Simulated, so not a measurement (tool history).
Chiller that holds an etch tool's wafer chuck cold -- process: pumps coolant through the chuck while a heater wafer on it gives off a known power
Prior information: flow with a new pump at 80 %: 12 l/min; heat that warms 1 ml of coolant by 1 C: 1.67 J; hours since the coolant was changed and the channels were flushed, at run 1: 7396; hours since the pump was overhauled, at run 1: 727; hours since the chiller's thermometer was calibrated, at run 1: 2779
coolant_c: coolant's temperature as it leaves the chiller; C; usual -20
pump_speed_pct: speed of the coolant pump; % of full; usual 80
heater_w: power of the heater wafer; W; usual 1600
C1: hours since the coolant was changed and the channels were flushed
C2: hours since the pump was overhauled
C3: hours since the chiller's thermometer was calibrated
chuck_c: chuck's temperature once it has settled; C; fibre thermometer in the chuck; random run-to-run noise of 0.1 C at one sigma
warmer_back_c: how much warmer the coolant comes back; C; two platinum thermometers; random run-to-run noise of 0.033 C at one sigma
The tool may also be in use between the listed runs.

Run 1, hour 0: usual settings; C1 7396; C2 727; C3 2779. Result: chuck_c -5.2 C, warmer_back_c 4.86 C.
Run 2, hour 22.7: usual settings but pump_speed_pct 72 % of full; C1 7419; C2 749; C3 2802. Result: chuck_c -3.7 C, warmer_back_c 5.44 C.
Run 3, hour 48.5: usual settings but pump_speed_pct 72 % of full, heater_w 1274 W; C1 7445; C2 775; C3 2827. Result: chuck_c -7.1 C, warmer_back_c 4.33 C.
Run 4, hour 68.5: usual settings but pump_speed_pct 72 % of full, heater_w 1274 W; C1 7465; C2 795; C3 2847. Result: chuck_c -7.3 C, warmer_back_c 4.26 C.
Run 5, hour 82.6: usual settings; C1 7479; C2 809; C3 2861. Result: chuck_c -5.2 C, warmer_back_c 4.79 C.
Run 6, hour 99.5: usual settings; C1 7496; C2 826; C3 2878. Result: chuck_c -5.3 C, warmer_back_c 4.8 C.
Run 7, hour 127.1: usual settings; C1 7523; C2 854; C3 2906. Result: chuck_c -5 C, warmer_back_c 4.79 C.
Run 8, hour 151: usual settings; C1 7547; C2 878; C3 2930. Result: chuck_c -5.1 C, warmer_back_c 4.83 C.
Run 9, hour 182.9: usual settings; C1 7579; C2 910; C3 2962. Result: chuck_c -5.1 C, warmer_back_c 4.84 C.
Run 10, hour 198: usual settings; C1 7594; C2 925; C3 2977. Result: chuck_c -5.1 C, warmer_back_c 4.87 C.
Run 11, hour 231.4: usual settings but pump_speed_pct 91 % of full; C1 7627; C2 958; C3 3010. Result: chuck_c -6.9 C, warmer_back_c 4.25 C.
Run 12, hour 266: usual settings but pump_speed_pct 91 % of full; C1 7662; C2 993; C3 3045. Result: chuck_c -6.7 C, warmer_back_c 4.29 C.
At hour 268.9: chiller's thermometer calibrated.
Run 13, hour 285.3: usual settings but pump_speed_pct 91 % of full; C1 7680; C2 1011; C3 16. Result: chuck_c -6.8 C, warmer_back_c 4.27 C.

Estimate the outcome of run 14 from the log above:
Run 14, hour 314.4: usual settings but coolant_c -22 C, pump_speed_pct 91 % of full; C1 7709; C2 1040; C3 46. Result: chuck_c ?, warmer_back_c ?.

Run 14 measured chuck_c -8.8 C, warmer_back_c 4.31 C.
With no hidden state in the tool, this same run would have given chuck_c -9.6 C, warmer_back_c 4.25 C.
